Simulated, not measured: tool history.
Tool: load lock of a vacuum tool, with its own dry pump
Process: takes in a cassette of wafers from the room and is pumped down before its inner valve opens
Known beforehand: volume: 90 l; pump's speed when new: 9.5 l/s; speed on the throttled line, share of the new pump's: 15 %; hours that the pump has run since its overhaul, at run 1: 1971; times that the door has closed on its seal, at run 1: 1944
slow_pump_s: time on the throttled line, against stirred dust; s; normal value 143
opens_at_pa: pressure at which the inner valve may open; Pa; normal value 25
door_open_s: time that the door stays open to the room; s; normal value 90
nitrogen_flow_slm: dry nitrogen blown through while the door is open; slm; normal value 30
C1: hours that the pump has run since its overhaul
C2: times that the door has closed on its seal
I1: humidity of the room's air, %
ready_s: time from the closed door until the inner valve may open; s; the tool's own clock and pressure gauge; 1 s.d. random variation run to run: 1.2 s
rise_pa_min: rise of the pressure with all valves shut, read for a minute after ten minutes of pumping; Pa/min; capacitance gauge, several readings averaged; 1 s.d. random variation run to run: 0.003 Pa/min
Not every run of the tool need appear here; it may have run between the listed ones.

{"run": 1, "hour": 0.0, "slow_pump_s": 143, "opens_at_pa": 25, "door_open_s": 90, "nitrogen_flow_slm": 30, "C1": 1971, "C2": 1944, "I1": 40.8, "ready_s": 203.1, "rise_pa_min": 0.018}
{"run": 2, "hour": 91.4, "slow_pump_s": 143, "opens_at_pa": 25, "door_open_s": 90, "nitrogen_flow_slm": 30, "C1": 2062, "C2": 2185, "I1": 42.2, "ready_s": 201.7, "rise_pa_min": 0.018}
{"run": 3, "hour": 182.4, "slow_pump_s": 143, "opens_at_pa": 25, "door_open_s": 90, "nitrogen_flow_slm": 30, "C1": 2153, "C2": 2424, "I1": 45.6, "ready_s": 200.9, "rise_pa_min": 0.02}
{"run": 4, "hour": 260.7, "slow_pump_s": 143, "opens_at_pa": 25, "door_open_s": 90, "nitrogen_flow_slm": 30, "C1": 2232, "C2": 2631, "I1": 46.5, "ready_s": 202.6, "rise_pa_min": 0.025}
{"run": 5, "hour": 306.0, "slow_pump_s": 143, "opens_at_pa": 25, "door_open_s": 90, "nitrogen_flow_slm": 30, "C1": 2277, "C2": 2750, "I1": 44.6, "ready_s": 203.7, "rise_pa_min": 0.02}
{"run": 6, "hour": 360.6, "slow_pump_s": 143, "opens_at_pa": 25, "door_open_s": 90, "nitrogen_flow_slm": 30, "C1": 2331, "C2": 2894, "I1": 47.2, "ready_s": 201.4, "rise_pa_min": 0.021}
{"run": 7, "hour": 434.3, "slow_pump_s": 143, "opens_at_pa": 25, "door_open_s": 129, "nitrogen_flow_slm": 30, "C1": 2405, "C2": 3088, "I1": 44.1, "ready_s": 204.6, "rise_pa_min": 0.023}
{"run": 8, "hour": 494.8, "slow_pump_s": 143, "opens_at_pa": 25, "door_open_s": 179, "nitrogen_flow_slm": 30, "C1": 2466, "C2": 3248, "I1": 42.9, "ready_s": 204.5, "rise_pa_min": 0.024}
{"run": 9, "hour": 558.7, "slow_pump_s": 143, "opens_at_pa": 25, "door_open_s": 179, "nitrogen_flow_slm": 30, "C1": 2530, "C2": 3416, "I1": 45.1, "ready_s": 202.5, "rise_pa_min": 0.028}
{"run": 10, "hour": 611.6, "slow_pump_s": 268, "opens_at_pa": 20, "door_open_s": 90, "nitrogen_flow_slm": 30, "C1": 2583, "C2": 3556, "I1": 46.6, "ready_s": 311.2, "rise_pa_min": 0.022}
{"run": 11, "hour": 653.1, "slow_pump_s": 88, "opens_at_pa": 20, "door_open_s": 90, "nitrogen_flow_slm": 4, "C1": 2624, "C2": 3665, "I1": 43.1, "ready_s": 158.8, "rise_pa_min": 0.041}
{"run": 12, "hour": 734.8, "slow_pump_s": 88, "opens_at_pa": 20, "door_open_s": 90, "nitrogen_flow_slm": 4, "C1": 2706, "C2": 3880, "I1": 44.4, "ready_s": 159.4, "rise_pa_min": 0.043}

A few steps of ready_s between consecutive runs. Split each: what settings, incoming material and random variation would produce without the hidden state, and what is left over for the hidden state, along with gauge scatter present in only one of the two compared results (measured, and without hidden state):
The tool's hidden condition here consists of: pump's speed, % of a new pump's; leak at the door's seal, Pa l/s; drift of the gauge itself on ready_s, %; drift of the gauge itself on rise_pa_min, %.
Run 10 -> 11: slow_pump_s 268 -> 88, nitrogen_flow_slm 30 -> 4. ready_s -152.4 s: hidden state +1, all else -153.4.
